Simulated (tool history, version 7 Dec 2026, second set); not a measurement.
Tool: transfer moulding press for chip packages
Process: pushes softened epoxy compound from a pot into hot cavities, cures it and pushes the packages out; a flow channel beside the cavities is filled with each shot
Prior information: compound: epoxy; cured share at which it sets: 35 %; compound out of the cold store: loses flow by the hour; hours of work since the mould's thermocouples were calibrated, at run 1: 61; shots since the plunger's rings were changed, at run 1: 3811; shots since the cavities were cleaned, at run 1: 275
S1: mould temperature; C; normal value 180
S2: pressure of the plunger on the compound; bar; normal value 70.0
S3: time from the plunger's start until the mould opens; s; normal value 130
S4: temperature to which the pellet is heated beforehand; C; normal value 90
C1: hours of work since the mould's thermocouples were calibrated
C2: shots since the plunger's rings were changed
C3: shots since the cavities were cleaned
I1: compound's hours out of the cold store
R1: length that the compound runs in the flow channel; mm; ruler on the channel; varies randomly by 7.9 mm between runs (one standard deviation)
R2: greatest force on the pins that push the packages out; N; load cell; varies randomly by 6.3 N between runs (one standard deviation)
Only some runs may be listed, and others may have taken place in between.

run     day   S1    S2   S3  S4   C1    C2   C3    I1    R1   R2
  1   0.000  180  70.0  130  90   61  3811  275  27.9   835  362
  2   0.554  183  70.0  130  90   70  3953  417  17.6   859  366
      0.862  -- cavities cleaned with cleaning compound and waxed
  3   1.538  183  65.9  130  90   86  4188  172  45.6   731  418
  4   2.108  180  70.0  130  90   95  4334  318  44.1   763  461
      2.842  -- cavities cleaned with cleaning compound and waxed
  5   2.958  180  70.0  163  90  108  4536   31  14.5   867  224
  6   3.379  180  70.0  163  86  115  4644  139  47.1   760  275
      3.588  -- cavities cleaned with cleaning compound and waxed, once more
  7   3.929  180  66.2  130  90  123  4768   87  39.9   763  293
  8   4.425  180  70.0  130  90  131  4895  214  42.0   761  357
  9   5.025  180  70.0  130  99  141  5049  368  16.7   860  408
      5.517  -- cavities cleaned with cleaning compound and waxed
 10   5.654  180  70.0  119  90  150  5193   35  47.0   742  301
 11   6.450  180  70.0  119  90  163  5397  239  13.0   854  457
      6.996  -- plunger's sealing rings changed
 12   6.996  178  70.0  119  90  170     0  352  33.8   895  530
      7.575  -- cavities cleaned with cleaning compound and waxed
 13   7.862  180  70.0  130  90  183   205   73  27.7   903  304
 14   8.433  180  52.1  130  90  193   351  219  30.6   757  370
 15   9.250  180  52.1  130  90  206   561  429  29.8   775  411
      9.500  -- cavities cleaned with cleaning compound and waxed
 16  10.233  177  79.2  155  94  221   795  187  14.2  1020  336
 17  10.721  177  79.2  155  94  229   920  312  43.7   904  345
 18  11.300  177  72.7  164  94  239  1068  460  32.5   876  356
     11.475  -- cavities cleaned with cleaning compound and waxed
 19  12.221  180  70.0  116  90  253  1289  191  16.0   930  466
 20  12.704  180  70.0  155  90  261  1411  313  21.9   905  337
     13.429  -- cavities cleaned with cleaning compound and waxed
 21  13.654  178  62.4  140  96  275  1638   57  45.3   776  293
 22  14.229  178  55.3  161  96  285  1785  204   8.1   870  321
 23  15.092  176  70.0  143  90  299  2007  426  38.1   855  453
     15.417  -- cavities cleaned with cleaning compound and waxed
 24  15.788  176  68.0  119  82  309  2168   94  27.4   867  524
 25  16.688  176  68.0  119  82  324  2399  325  41.8   813  616
     17.350  -- cavities cleaned with cleaning compound and waxed
 26  17.612  176  68.0  119  82  338  2620   68  26.1   885  510
 27  18.283  180  70.0  126  86  349  2791  239  38.3   826  402

Alternative continuations, all from the tool just after run 27; predict every row:
  A  18.862  186  60.4  126  86  359  2939  387  31.4   ?   ?
  B  18.862  181  71.8  130  91  359  2939  387  20.0   ?   ?
  C  18.862  182  75.7  130  90  359  2939  387  28.2   ?   ?
  D  18.862  184  70.0  137  82  359  2939  387  21.5   ?   ?

run   R1   R2
  A  762  332
  B  882  407
  C  880  383
  D  851  331
With no hidden state in the tool, these same runs would have given:
run   R1   R2
  A  811  200
  B  939  237
  C  936  226
  D  906  197
